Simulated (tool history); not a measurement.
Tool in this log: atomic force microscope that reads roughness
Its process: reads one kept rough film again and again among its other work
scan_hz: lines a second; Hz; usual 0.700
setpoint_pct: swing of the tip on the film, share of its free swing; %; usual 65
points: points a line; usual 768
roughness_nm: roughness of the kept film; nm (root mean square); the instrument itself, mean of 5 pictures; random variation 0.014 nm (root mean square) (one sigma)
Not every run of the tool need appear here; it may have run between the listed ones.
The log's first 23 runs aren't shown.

run	hour	scan_hz	setpoint_pct	points	roughness_nm
24	1297.2	0.700	65	768	3.387
25	1367.3	0.700	65	768	3.299
# hour 1427.3: new tip fitted
26	1434.6	0.700	65	768	3.396
27	1502.5	0.700	65	768	3.330
28	1544.8	0.700	65	768	3.302
29	1579.8	1.420	65	272	3.113
# hour 1605.0: new tip fitted
30	1627.0	0.700	67	870	3.371
31	1670.7	0.700	67	870	3.338
32	1744.8	0.700	67	870	3.236
# hour 1782.6: new tip fitted
33	1793.4	3.996	83	672	2.455
34	1865.2	1.486	56	359	3.303
35	1924.8	2.697	78	768	2.700
# hour 1961.2: new tip fitted
36	1966.6	2.697	78	768	2.862
37	2041.1	3.646	59	752	3.110
38	2107.4	3.646	59	752	3.042
# hour 2136.7: new tip fitted
39	2154.0	3.646	71	342	2.872
40	2233.8	1.352	61	768	3.251

Run 41 comes next. What will it give?
41	2309.9	3.311	58	768	?

Run 41 came out at roughness_nm 3.029 nm (root mean square).
Had the tool carried no hidden state, the very same run would have given roughness_nm 3.236 nm (root mean square).

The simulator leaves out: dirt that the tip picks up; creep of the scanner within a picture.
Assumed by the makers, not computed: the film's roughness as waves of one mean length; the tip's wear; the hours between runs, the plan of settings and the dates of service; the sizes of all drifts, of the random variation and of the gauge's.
